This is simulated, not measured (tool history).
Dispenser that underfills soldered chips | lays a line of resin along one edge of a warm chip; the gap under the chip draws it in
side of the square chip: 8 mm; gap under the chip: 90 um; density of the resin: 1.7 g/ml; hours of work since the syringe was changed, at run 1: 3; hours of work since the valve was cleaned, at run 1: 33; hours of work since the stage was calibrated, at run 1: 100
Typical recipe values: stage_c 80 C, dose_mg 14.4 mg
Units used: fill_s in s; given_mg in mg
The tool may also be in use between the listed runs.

| run | day | stage_c | dose_mg | hours of work since the syringe was changed | hours of work since the valve was cleaned | hours of work since the stage was calibrated | fill_s | given_mg |
|---|---|---|---|---|---|---|---|---|
| 1 | 0 | 80 | 14.4 | 3 | 33 | 100 | 27.2 | 14.14 |
| 2 | 0.208 | 80 | 14.4 | 7 | 36 | 103 | 30.5 | 14.02 |
| 3 | 0.312 | 80 | 14.4 | 8 | 38 | 105 | 32.9 | 14.02 |
|  | 0.367 | new syringe of resin |
| 4 | 0.446 | 80 | 14.4 | 1 | 40 | 107 | 24.2 | 14.05 |
| 5 | 0.683 | 80 | 14.4 | 5 | 43 | 110 | 27.5 | 14.01 |
| 6 | 0.917 | 80 | 14.4 | 8 | 47 | 113 | 31.4 | 13.93 |
|  | 0.971 | new syringe of resin |
| 7 | 1.067 | 80 | 14.4 | 1 | 49 | 116 | 25.7 | 13.91 |
|  | 1.25 | dispensing valve cleaned and set on the balance |
| 8 | 1.296 | 80 | 14.4 | 4 | 1 | 118 | 27.5 | 14.47 |
| 9 | 1.438 | 80 | 14.4 | 6 | 3 | 120 | 31.2 | 14.45 |
| 10 | 1.588 | 80 | 14.4 | 9 | 5 | 123 | 34.3 | 14.43 |
|  | 1.621 | new syringe of resin |
| 11 | 1.829 | 80 | 14.4 | 3 | 8 | 126 | 26.9 | 14.35 |
| 12 | 2.071 | 93 | 12.3 | 7 | 12 | 129 | 19.3 | 12.2 |
| 13 | 2.196 | 93 | 12.3 | 8 | 14 | 131 | 20.2 | 12.2 |
|  | 2.225 | new syringe of resin |
| 14 | 2.438 | 80 | 13 | 3 | 17 | 135 | 27 | 12.81 |
| 15 | 2.608 | 80 | 13 | 6 | 20 | 137 | 30.7 | 12.84 |
| 16 | 2.708 | 80 | 13 | 7 | 21 | 139 | 32.3 | 12.79 |
|  | 2.821 | new syringe of resin |
| 17 | 2.858 | 80 | 13 | 1 | 23 | 141 | 24.6 | 12.75 |

For run 18, what comes out?
| 18 | 3.079 | 68 | 16.3 | 4 | 26 | 144 | ? | ? |

{"run 18": {"fill_s": 44.9, "given_mg": 15.98}}
Minus the tool's unlogged condition, the same run would have read fill_s 36.5 s, given_mg 16.29 mg.

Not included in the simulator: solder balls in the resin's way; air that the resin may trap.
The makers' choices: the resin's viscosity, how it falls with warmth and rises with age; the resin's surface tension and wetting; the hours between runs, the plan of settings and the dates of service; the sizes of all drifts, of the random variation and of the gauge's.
